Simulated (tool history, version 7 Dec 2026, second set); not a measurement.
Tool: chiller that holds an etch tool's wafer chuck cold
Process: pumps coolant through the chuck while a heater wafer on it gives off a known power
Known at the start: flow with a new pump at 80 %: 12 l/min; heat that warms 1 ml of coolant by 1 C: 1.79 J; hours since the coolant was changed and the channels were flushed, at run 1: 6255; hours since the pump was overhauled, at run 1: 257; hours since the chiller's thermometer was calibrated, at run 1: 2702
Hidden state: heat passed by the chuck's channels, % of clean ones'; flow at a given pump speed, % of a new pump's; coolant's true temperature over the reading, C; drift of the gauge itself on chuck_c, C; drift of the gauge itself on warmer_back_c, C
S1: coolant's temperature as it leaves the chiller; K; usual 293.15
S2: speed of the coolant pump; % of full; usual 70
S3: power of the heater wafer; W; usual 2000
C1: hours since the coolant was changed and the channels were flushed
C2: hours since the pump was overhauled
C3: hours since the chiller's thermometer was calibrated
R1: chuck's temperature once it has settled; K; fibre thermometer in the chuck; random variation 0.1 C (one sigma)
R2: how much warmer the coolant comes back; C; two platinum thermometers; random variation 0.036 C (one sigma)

run 1 hour=0 | S1=293.15 S2=70 S3=2000 | C1=6255 C2=257 C3=2702 | R1=314.75 R2=6.52
-- hour=24.3 chiller's thermometer calibrated
run 2 hour=51.5 | S1=293.15 S2=70 S3=2000 | C1=6305 C2=308 C3=27 | R1=314.45 R2=6.46
run 3 hour=100 | S1=293.15 S2=70 S3=2000 | C1=6354 C2=356 C3=76 | R1=314.55 R2=6.48
run 4 hour=130.2 | S1=293.15 S2=70 S3=1521 | C1=6384 C2=386 C3=106 | R1=309.45 R2=4.96
run 5 hour=154 | S1=293.15 S2=70 S3=1521 | C1=6408 C2=410 C3=130 | R1=309.35 R2=4.95
run 6 hour=202.6 | S1=293.15 S2=70 S3=1521 | C1=6456 C2=459 C3=178 | R1=309.25 R2=4.89
run 7 hour=231.4 | S1=293.15 S2=70 S3=1521 | C1=6485 C2=488 C3=207 | R1=309.55 R2=4.94
run 8 hour=255.3 | S1=293.15 S2=70 S3=2422 | C1=6509 C2=511 C3=231 | R1=319.05 R2=7.87
run 9 hour=278 | S1=293.15 S2=83 S3=2313 | C1=6532 C2=534 C3=254 | R1=314.45 R2=6.24
run 10 hour=331.5 | S1=293.15 S2=83 S3=2313 | C1=6585 C2=588 C3=307 | R1=314.45 R2=6.23
run 11 hour=365.8 | S1=289.15 S2=71 S3=2313 | C1=6620 C2=622 C3=341 | R1=313.45 R2=7.41

Forecast run 12:
run 12 hour=411.5 | S1=288.15 S2=69 S3=1150 | C1=6665 C2=668 C3=387 | R1=? R2=?

{"run 12": {"R1": 300.55, "R2": 3.78}}
Without the tool's hidden state the same run would have given R1 300.55 K, R2 3.78 C.

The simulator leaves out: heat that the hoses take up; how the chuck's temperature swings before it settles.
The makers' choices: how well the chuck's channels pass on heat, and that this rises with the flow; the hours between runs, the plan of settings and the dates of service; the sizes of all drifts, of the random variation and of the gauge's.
